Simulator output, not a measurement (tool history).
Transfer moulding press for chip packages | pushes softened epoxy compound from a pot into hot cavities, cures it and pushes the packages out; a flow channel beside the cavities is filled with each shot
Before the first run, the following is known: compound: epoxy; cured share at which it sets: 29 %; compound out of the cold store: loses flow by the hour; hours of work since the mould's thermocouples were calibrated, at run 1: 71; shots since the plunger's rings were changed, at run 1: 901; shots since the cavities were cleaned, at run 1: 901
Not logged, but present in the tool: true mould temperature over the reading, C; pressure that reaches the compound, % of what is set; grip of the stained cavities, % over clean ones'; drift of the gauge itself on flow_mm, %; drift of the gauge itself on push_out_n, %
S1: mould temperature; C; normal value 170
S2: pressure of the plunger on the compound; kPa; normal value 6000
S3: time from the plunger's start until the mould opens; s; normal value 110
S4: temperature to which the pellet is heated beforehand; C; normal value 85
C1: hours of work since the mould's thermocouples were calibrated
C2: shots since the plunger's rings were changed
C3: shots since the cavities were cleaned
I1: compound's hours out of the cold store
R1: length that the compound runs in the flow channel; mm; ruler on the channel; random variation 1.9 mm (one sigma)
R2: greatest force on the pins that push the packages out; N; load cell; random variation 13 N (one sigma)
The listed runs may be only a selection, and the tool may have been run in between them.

run,hour,S1,S2,S3,S4,C1,C2,C3,I1,R1,R2
1,0,170,6000,110,85,71,901,901,40.8,579,1238
# hour 12.8: cavities cleaned with cleaning compound and waxed
2,36.6,170,6000,110,85,98,1370,319,23.1,604,1084
3,77.3,170,5900,110,85,130,1915,864,43.6,566,1218
# hour 94.5: cavities cleaned with cleaning compound and waxed
4,113.4,170,5910,110,85,156,2377,253,46.7,558,940
5,159,170,6000,110,85,191,2986,862,11.8,614,1328
# hour 175: cavities cleaned with cleaning compound and waxed
6,187.2,170,6000,110,90,212,3344,163,18,604,872
7,209.2,170,5150,110,85,229,3638,457,38.8,525,1108
8,229.5,170,5150,110,85,244,3909,728,28,538,1249
9,252.6,170,5150,110,85,262,4218,1037,32.4,533,1273
# hour 256.3: cavities cleaned with cleaning compound and waxed
10,296.4,170,5150,110,85,295,4784,536,31.5,530,1188
# hour 337.4: cavities cleaned with cleaning compound and waxed
11,338.8,170,5150,110,85,326,5331,18,38.4,520,631
# hour 363.7: plunger's sealing rings changed
12,376.7,170,5150,110,85,353,173,491,43.1,532,1147
13,398.4,170,5150,110,85,370,464,782,31.6,550,1240
# hour 423.2: cavities cleaned with cleaning compound and waxed
14,437.3,170,6590,110,85,399,963,187,36,613,890
15,458.2,170,6590,110,85,415,1244,468,46.5,594,1083
16,490.4,176,6690,110,85,440,1675,899,14.6,640,991
# hour 504.4: cavities cleaned with cleaning compound and waxed
17,536.1,178,6270,110,87,474,2265,425,24.2,593,819
18,573.3,178,6270,110,87,502,2762,922,10.1,619,989
# hour 585.2: cavities cleaned with cleaning compound and waxed
19,617.1,170,7020,110,88,535,3328,427,45.1,600,1044
20,662,170,5910,104,85,569,3928,1027,37.7,562,1334
# hour 668: cavities cleaned with cleaning compound and waxed
21,705.6,175,6000,92,85,602,4491,502,31.1,567,1095
22,732.4,175,6000,92,85,622,4850,861,25.9,575,1218
# hour 744.5: mould's thermocouples calibrated
# hour 752: cavities cleaned with cleaning compound and waxed
23,757.7,168,7050,132,92,9,5141,75,43.3,610,650
24,778.8,172,5110,96,87,25,5424,358,20.4,537,1337
# hour 797.4: plunger's sealing rings changed
25,821.8,176,5430,110,85,56,326,899,18.1,573,1006
# hour 838.6: cavities cleaned with cleaning compound and waxed
26,848.8,170,6000,118,93,76,668,137,47.6,563,786
27,877,170,6000,131,87,98,1045,514,39.2,580,913

How the hidden state differs across the entries between the runs, from the last listed run before each to the first after it:
Runs 1 to 2: cavities cleaned with cleaning compound and waxed (hour 12.8)
  true mould temperature over the reading, C: 0.08 -> 0.14; pressure that reaches the compound, % of what is set: 98.47 -> 97.67; grip of the stained cavities, % over clean ones': 111.7 -> 75.7
  measured less the result without the state, R1: -4 -> -7 mm; R2: +652 -> +462 N
Runs 3 to 4: cavities cleaned with cleaning compound and waxed (hour 94.5)
  true mould temperature over the reading, C: 0.21 -> 0.28; pressure that reaches the compound, % of what is set: 96.76 -> 95.98; grip of the stained cavities, % over clean ones': 111.5 -> 62.5
  measured less the result without the state, R1: -10 -> -12 mm; R2: +637 -> +351 N
Runs 5 to 6: cavities cleaned with cleaning compound and waxed (hour 175)
  true mould temperature over the reading, C: 0.36 -> 0.41; pressure that reaches the compound, % of what is set: 95.02 -> 94.44; grip of the stained cavities, % over clean ones': 112.3 -> 44.4
  measured less the result without the state, R1: -16 -> -18 mm; R2: +686 -> +254 N
Runs 9 to 10: cavities cleaned with cleaning compound and waxed (hour 256.3)
  true mould temperature over the reading, C: 0.52 -> 0.6; pressure that reaches the compound, % of what is set: 93.09 -> 92.16; grip of the stained cavities, % over clean ones': 115.7 -> 100.9
  measured less the result without the state, R1: -21 -> -23 mm; R2: +665 -> +573 N
Runs 10 to 11: cavities cleaned with cleaning compound and waxed (hour 337.4)
  true mould temperature over the reading, C: 0.6 -> 0.67; pressure that reaches the compound, % of what is set: 92.16 -> 91.3; grip of the stained cavities, % over clean ones': 100.9 -> 8
  measured less the result without the state, R1: -23 -> -25 mm; R2: +573 -> +25 N
Runs 11 to 12: plunger's sealing rings changed (hour 363.7)
  true mould temperature over the reading, C: 0.67 -> 0.74; pressure that reaches the compound, % of what is set: 91.3 -> 99.61; grip of the stained cavities, % over clean ones': 8 -> 95.9
  measured less the result without the state, R1: -25 -> -2 mm; R2: +25 -> +537 N
Runs 13 to 14: cavities cleaned with cleaning compound and waxed (hour 423.2)
  true mould temperature over the reading, C: 0.78 -> 0.84; pressure that reaches the compound, % of what is set: 99.18 -> 98.38; grip of the stained cavities, % over clean ones': 110.9 -> 53.1
  measured less the result without the state, R1: -4 -> -6 mm; R2: +626 -> +281 N
Runs 16 to 17: cavities cleaned with cleaning compound and waxed (hour 504.4)
  true mould temperature over the reading, C: 0.93 -> 1; pressure that reaches the compound, % of what is set: 97.3 -> 96.25; grip of the stained cavities, % over clean ones': 113.3 -> 87.4
  measured less the result without the state, R1: -11 -> -13 mm; R2: +518 -> +375 N
Runs 18 to 19: cavities cleaned with cleaning compound and waxed (hour 585.2)
  true mould temperature over the reading, C: 1.07 -> 1.14; pressure that reaches the compound, % of what is set: 95.41 -> 94.58; grip of the stained cavities, % over clean ones': 113.1 -> 91.2
  measured less the result without the state, R1: -16 -> -19 mm; R2: +520 -> +464 N
Runs 20 to 21: cavities cleaned with cleaning compound and waxed (hour 668)
  true mould temperature over the reading, C: 1.22 -> 1.29; pressure that reaches the compound, % of what is set: 93.5 -> 92.65; grip of the stained cavities, % over clean ones': 115.8 -> 93.5
  measured less the result without the state, R1: -21 -> -24 mm; R2: +666 -> +485 N
Runs 22 to 23: mould's thermocouples calibrated (hour 744.5); cavities cleaned with cleaning compound and waxed (hour 752)
  true mould temperature over the reading, C: 1.33 -> -0.17; pressure that reaches the compound, % of what is set: 92.05 -> 91.55; grip of the stained cavities, % over clean ones': 112.2 -> 23.1
  measured less the result without the state, R1: -27 -> -28 mm; R2: +602 -> +126 N
Runs 24 to 25: plunger's sealing rings changed (hour 797.4)
  true mould temperature over the reading, C: -0.13 -> -0.06; pressure that reaches the compound, % of what is set: 91.06 -> 99.11; grip of the stained cavities, % over clean ones': 79.8 -> 113
  measured less the result without the state, R1: -25 -> -2 mm; R2: +598 -> +537 N
Runs 25 to 26: cavities cleaned with cleaning compound and waxed (hour 838.6)
  true mould temperature over the reading, C: -0.06 -> -0.02; pressure that reaches the compound, % of what is set: 99.11 -> 98.58; grip of the stained cavities, % over clean ones': 113 -> 43.1
  measured less the result without the state, R1: -2 -> -4 mm; R2: +537 -> +236 N
